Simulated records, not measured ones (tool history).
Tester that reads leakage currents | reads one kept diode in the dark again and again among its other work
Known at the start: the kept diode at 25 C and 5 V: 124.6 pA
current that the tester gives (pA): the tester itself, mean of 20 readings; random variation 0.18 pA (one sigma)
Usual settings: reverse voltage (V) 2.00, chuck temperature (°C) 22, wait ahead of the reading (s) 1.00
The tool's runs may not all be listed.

| run | hour | reverse voltage (V) | chuck temperature (°C) | wait ahead of the reading (s) | current that the tester gives (pA) |
|---|---|---|---|---|---|
| 1 | 0.0 | 2.00 | 22 | 1.00 | 52.07 |
| 2 | 113.3 | 2.00 | 22 | 1.00 | 51.62 |
| 3 | 170.9 | 2.00 | 22 | 1.00 | 51.28 |
| 4 | 223.3 | 2.00 | 22 | 1.00 | 50.95 |
| 5 | 339.5 | 2.00 | 22 | 1.00 | 50.16 |
| 6 | 410.7 | 2.00 | 22 | 1.00 | 50.20 |
| 7 | 498.0 | 2.00 | 22 | 1.00 | 49.90 |
| 8 | 574.3 | 2.00 | 22 | 1.00 | 49.95 |
| 9 | 629.3 | 2.00 | 22 | 1.00 | 49.28 |
|  | 640.0 | tester calibrated |
|  | 707.8 | chuck's temperature calibrated |
| 10 | 731.7 | 2.00 | 22 | 1.00 | 59.90 |
| 11 | 842.6 | 2.00 | 22 | 1.00 | 59.30 |
| 12 | 948.5 | 2.00 | 22 | 1.00 | 58.95 |
| 13 | 1018.6 | 2.00 | 22 | 1.00 | 58.34 |
|  | 1044.5 | tester calibrated, once more |
| 14 | 1137.4 | 2.00 | 22 | 1.00 | 57.11 |
| 15 | 1247.4 | 2.00 | 31 | 1.00 | 128.65 |
| 16 | 1337.3 | 2.00 | 22 | 1.00 | 56.36 |
| 17 | 1445.9 | 8.70 | 28 | 0.47 | 221.17 |
| 18 | 1548.3 | 8.75 | 28 | 1.00 | 218.36 |
| 19 | 1652.1 | 8.75 | 28 | 1.00 | 215.49 |
| 20 | 1764.4 | 7.51 | 51 | 0.93 | 1376.37 |
| 21 | 1870.7 | 2.99 | 49 | 1.00 | 703.90 |
| 22 | 1988.3 | 3.34 | 45 | 1.00 | 534.17 |
| 23 | 2055.8 | 3.19 | 25 | 1.73 | 90.96 |
| 24 | 2111.8 | 3.34 | 28 | 1.00 | 121.66 |
| 25 | 2167.8 | 2.00 | 43 | 1.00 | 339.90 |
| 26 | 2248.2 | 2.00 | 43 | 1.00 | 335.54 |
| 27 | 2342.6 | 2.38 | 43 | 0.32 | 366.62 |
| 28 | 2417.0 | 2.00 | 32 | 2.50 | 127.34 |
| 29 | 2489.6 | 2.00 | 22 | 0.46 | 52.57 |
|  | 2549.5 | chuck's temperature calibrated |
| 30 | 2567.0 | 4.18 | 22 | 0.31 | 97.88 |
| 31 | 2627.4 | 2.00 | 39 | 1.00 | 276.82 |

Some steps in current that the tester gives (pA) between neighbouring runs. How much of each would the tool show without its hidden state too (settings, what came in, random variation), and how much is left for the hidden state, with any gauge scatter that isn't in both results?
The hidden state here: stray current of the dirty probe card, pA a volt; current scale over the true one, %; true chuck temperature over the reading, C; drift of the gauge itself on leakage_pa, %.
Run 19 -> 20: reverse voltage (V) 8.75 -> 7.51, chuck temperature (°C) 28 -> 51, wait ahead of the reading (s) 1.00 -> 0.93. current that the tester gives (pA) +1160.88: hidden state -108.87, all else +1269.75.
Run 20 -> 21: reverse voltage (V) 7.51 -> 2.99, chuck temperature (°C) 51 -> 49, wait ahead of the reading (s) 0.93 -> 1.00. current that the tester gives (pA) -672.47: hidden state +49.38, all else -721.85.
Run 22 -> 23: reverse voltage (V) 3.34 -> 3.19, chuck temperature (°C) 45 -> 25, wait ahead of the reading (s) 1.00 -> 1.73. current that the tester gives (pA) -443.21: hidden state +50.51, all else -493.72.
